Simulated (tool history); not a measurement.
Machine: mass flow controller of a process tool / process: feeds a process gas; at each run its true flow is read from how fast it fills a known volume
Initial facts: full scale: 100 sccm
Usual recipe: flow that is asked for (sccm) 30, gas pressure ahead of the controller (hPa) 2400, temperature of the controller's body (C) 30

run,day,flow that is asked for (sccm),gas pressure ahead of the controller (hPa),temperature of the controller's body (C),true flow (%)
1,0,30,2400,30,98.24
2,1.658,30,2400,30,98.21
3,3.896,30,2400,30,98.11
4,6.15,30,2400,30,98.09
5,8.829,30,2400,30,98.31
6,10.833,30,2400,30,98.16
7,13.412,30,2400,23,97.53
8,15.288,30,2400,30,98.15
9,18.908,30,2400,30,98.18
10,20.738,30,2400,30,98.12
11,24.308,30,2480,30,98.3
12,25.888,30,2480,30,98.11
# day 26.058: controller's zero set anew
13,28.962,30,2480,30,98.36
14,30.725,30,2400,30,98.46
15,33.379,30,2400,30,98.46
16,36.396,19,1830,28,98.68
17,39.567,66,1980,28,99.23
18,41.312,94,1980,28,100.1
19,44,94,1980,24,99.61
20,45.496,94,1980,24,99.54
# day 47.033: controller's zero set anew, once more
21,48.088,95,2220,24,99.33
22,50.996,58,2220,29,98.52
23,54.162,33,2740,30,97.52
24,57.179,18,2420,30,97.19
25,59.729,18,2420,30,97.27
26,63.008,30,1510,30,97.93
27,65.7,30,1510,30,98.08
28,67.792,30,1510,30,98.03
29,69.642,20,2400,24,96.78

Difference, measured minus no-hidden-state, one row per run. Run-to-run variation is common to both terms; the gauge's own scatter need not be:
Hidden conditions of the tool in this case: flow at rest that the sensor doesn't see, % of full scale; true flow over the shown one, %; drift of the gauge itself on true_pct, %.
run,true flow (%)
1,+0.2
2,+0.2
3,+0.2
4,+0.2
5,+0.21
6,+0.21
7,+0.22
8,+0.23
9,+0.24
10,+0.24
11,+0.24
12,+0.24
13,+0.55
14,+0.55
15,+0.56
16,+1.12
17,+0.05
18,-0.09
19,-0.09
20,-0.09
21,-0.39
22,-0.39
23,-0.36
24,-0.29
25,-0.28
26,-0.34
27,-0.33
28,-0.33
29,-0.26
